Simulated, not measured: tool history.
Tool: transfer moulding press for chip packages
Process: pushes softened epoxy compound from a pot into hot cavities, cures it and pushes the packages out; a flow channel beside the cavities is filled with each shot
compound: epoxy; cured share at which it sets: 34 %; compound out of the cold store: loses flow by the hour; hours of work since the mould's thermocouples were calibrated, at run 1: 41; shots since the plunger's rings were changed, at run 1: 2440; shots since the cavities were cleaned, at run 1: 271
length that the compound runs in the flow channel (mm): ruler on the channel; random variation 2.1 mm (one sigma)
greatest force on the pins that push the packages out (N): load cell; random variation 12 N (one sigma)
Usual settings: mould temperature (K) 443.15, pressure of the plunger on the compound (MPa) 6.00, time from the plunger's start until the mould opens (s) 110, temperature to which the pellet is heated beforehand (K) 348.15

run,hour,mould temperature (K),pressure of the plunger on the compound (MPa),time from the plunger's start until the mould opens (s),temperature to which the pellet is heated beforehand (K),hours of work since the mould's thermocouples were calibrated,shots since the plunger's rings were changed,shots since the cavities were cleaned,incoming compound's hours out of the cold store,length that the compound runs in the flow channel (mm),greatest force on the pins that push the packages out (N)
1,0.0,443.15,6.00,110,348.15,41,2440,271,10.7,684,557
# hour 24.7: cavities cleaned with cleaning compound and waxed
2,29.7,443.15,6.00,104,348.15,58,2744,54,11.5,677,632
3,56.4,443.15,5.82,110,348.15,73,3032,342,8.7,678,577
# hour 74.3: cavities cleaned with cleaning compound and waxed
4,88.9,443.15,5.82,112,348.15,91,3365,158,28.9,612,535
5,116.7,443.15,6.00,110,348.15,108,3664,457,41.9,586,538
# hour 120.7: cavities cleaned with cleaning compound and waxed
# hour 150.3: plunger's sealing rings changed
6,157.2,443.15,6.00,110,348.15,129,74,366,25.8,636,566
# hour 173.8: cavities cleaned with cleaning compound and waxed
7,186.2,443.15,7.38,110,348.15,145,371,135,47.0,638,530
# hour 221.3: cavities cleaned with cleaning compound and waxed
8,234.9,443.15,6.02,110,348.15,173,878,146,37.1,602,554
# hour 268.1: cavities cleaned with cleaning compound and waxed
9,270.5,443.15,6.02,110,348.15,193,1245,26,17.9,661,576
# hour 314.7: cavities cleaned with cleaning compound and waxed
10,318.9,443.15,6.00,95,348.15,220,1750,45,25.8,634,732
11,348.4,443.15,6.00,95,348.15,238,2068,363,15.0,668,756
# hour 362.8: cavities cleaned with cleaning compound and waxed
12,394.8,443.15,6.00,129,348.15,264,2551,344,41.8,585,492
# hour 411.1: cavities cleaned with cleaning compound and waxed
13,422.7,443.15,6.00,129,348.15,280,2835,125,37.0,600,463
# hour 457.9: cavities cleaned with cleaning compound and waxed
14,472.9,441.15,4.85,110,348.15,308,3359,162,8.4,621,620
15,500.8,441.15,4.85,133,348.15,325,3660,463,37.2,537,503
# hour 504.6: cavities cleaned with cleaning compound and waxed
# hour 536.3: plunger's sealing rings changed
16,541.6,441.15,4.85,133,348.15,346,58,372,10.6,616,502
# hour 554.4: cavities cleaned with cleaning compound and waxed
17,564.5,441.15,4.85,133,348.15,359,288,109,32.7,556,490
18,598.4,442.15,5.72,110,348.15,379,653,474,31.5,598,564
# hour 603.0: cavities cleaned with cleaning compound and waxed
# hour 621.7: mould's thermocouples calibrated
19,637.8,449.15,5.52,136,341.15,9,1040,353,15.6,628,449
# hour 652.2: cavities cleaned with cleaning compound and waxed
20,687.6,449.15,5.52,136,341.15,38,1559,381,20.2,612,443
# hour 700.7: cavities cleaned with cleaning compound and waxed
21,719.1,443.15,4.54,110,348.15,55,1882,198,40.9,511,531
# hour 750.4: cavities cleaned with cleaning compound and waxed
22,761.4,443.15,4.54,110,348.15,79,2322,119,25.7,547,549
23,788.3,443.15,4.54,110,348.15,95,2611,408,42.7,507,564

Forecast each of these 3 alternatives for the next run:
# hour 800.1: cavities cleaned with cleaning compound and waxed
A,820.1,447.15,6.00,110,348.15,113,2937,215,44.3,?,?
# hour 800.1: cavities cleaned with cleaning compound and waxed
B,820.1,446.15,6.00,98,352.15,113,2937,215,24.4,?,?
# hour 800.1: cavities cleaned with cleaning compound and waxed
C,820.1,448.15,6.00,110,348.15,113,2937,215,18.0,?,?

run,length that the compound runs in the flow channel (mm),greatest force on the pins that push the packages out (N)
A,575,500
B,628,581
C,649,475
Without the tool's hidden state the same runs would have given:
run,length that the compound runs in the flow channel (mm),greatest force on the pins that push the packages out (N)
A,575,496
B,629,575
C,650,471

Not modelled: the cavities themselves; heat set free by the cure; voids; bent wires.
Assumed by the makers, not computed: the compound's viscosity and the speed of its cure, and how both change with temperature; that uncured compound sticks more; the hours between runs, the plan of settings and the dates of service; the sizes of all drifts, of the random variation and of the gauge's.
